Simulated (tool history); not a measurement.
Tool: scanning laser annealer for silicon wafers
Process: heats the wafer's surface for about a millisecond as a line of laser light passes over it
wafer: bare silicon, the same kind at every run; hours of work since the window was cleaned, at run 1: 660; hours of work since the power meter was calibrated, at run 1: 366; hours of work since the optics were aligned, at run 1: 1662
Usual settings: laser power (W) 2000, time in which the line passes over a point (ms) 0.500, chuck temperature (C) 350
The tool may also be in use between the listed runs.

run,hour,laser power (W),time in which the line passes over a point (ms),chuck temperature (C),hours of work since the window was cleaned,hours of work since the power meter was calibrated,hours of work since the optics were aligned,highest temperature of the surface (C)
1,0.0,2000,0.500,350,660,366,1662,1085
2,31.4,2000,0.438,350,679,385,1681,1032
3,66.8,2000,0.438,350,700,406,1702,1033
# hour 105.2: optics aligned, line set to its width
4,123.2,2000,0.438,350,731,437,11,1045
5,156.6,2000,0.500,350,751,457,31,1100
6,189.4,2000,0.500,350,771,477,51,1101
7,216.7,2000,0.500,350,787,494,67,1098
8,239.3,2000,0.500,347,801,507,81,1097
9,261.7,2000,0.500,347,815,521,95,1095
10,310.9,2000,0.500,339,844,551,124,1086
11,347.4,2000,0.500,339,866,573,146,1088
12,370.0,2000,0.500,339,880,586,160,1087
13,397.3,2000,0.500,339,897,603,176,1089
# hour 404.1: window over the wafer cleaned
14,428.8,2000,0.500,328,15,621,194,1104
15,478.4,2165,0.500,350,45,651,224,1193
16,526.8,2165,0.500,350,74,680,253,1195
17,562.5,2165,0.500,350,96,701,275,1196
18,590.2,2165,0.500,350,112,718,292,1197
19,639.4,2165,0.500,350,142,748,321,1192
# hour 645.0: laser's power meter calibrated
20,669.0,2165,0.500,350,158,15,338,1192
21,717.1,2165,0.500,350,187,44,367,1193
22,757.6,2000,0.561,339,212,68,391,1162
# hour 812.6: laser's power meter calibrated, once more
23,814.6,2000,0.561,339,244,1,424,1147
24,846.1,1842,0.404,367,263,20,443,975
25,872.8,1842,0.404,367,280,36,459,977
26,900.6,1852,0.591,373,296,53,476,1136
27,940.1,1852,0.591,373,320,77,499,1139
28,979.1,2000,0.397,379,344,101,523,1039
29,1007.9,2000,0.397,379,361,118,540,1038
30,1047.6,2012,0.595,366,385,142,564,1207
31,1078.9,2180,0.550,366,404,161,583,1242
32,1101.5,2180,0.550,326,418,175,597,1201
33,1142.5,1760,0.463,350,442,199,622,974
34,1171.1,1760,0.463,350,460,217,639,977
35,1207.7,2000,0.575,330,482,239,661,1142
36,1230.3,2064,0.531,314,495,252,675,1116
37,1272.4,1862,0.500,328,521,278,700,1022
38,1322.5,1983,0.473,332,551,308,731,1047
39,1371.2,1983,0.473,332,581,337,760,1050
40,1411.9,1983,0.485,348,605,362,784,1075

3 ways to go on from here, each from the tool as it stands after run 40. What would each give?
A,1435.4,2134,0.500,350,619,376,799,?
B,1435.4,2167,0.485,366,619,376,799,?
C,1435.4,1851,0.500,375,619,376,799,?

run,highest temperature of the surface (C)
A,1151
B,1170
C,1058
Without the tool's hidden state the same runs would have given:
run,highest temperature of the surface (C)
A,1175
B,1195
C,1079

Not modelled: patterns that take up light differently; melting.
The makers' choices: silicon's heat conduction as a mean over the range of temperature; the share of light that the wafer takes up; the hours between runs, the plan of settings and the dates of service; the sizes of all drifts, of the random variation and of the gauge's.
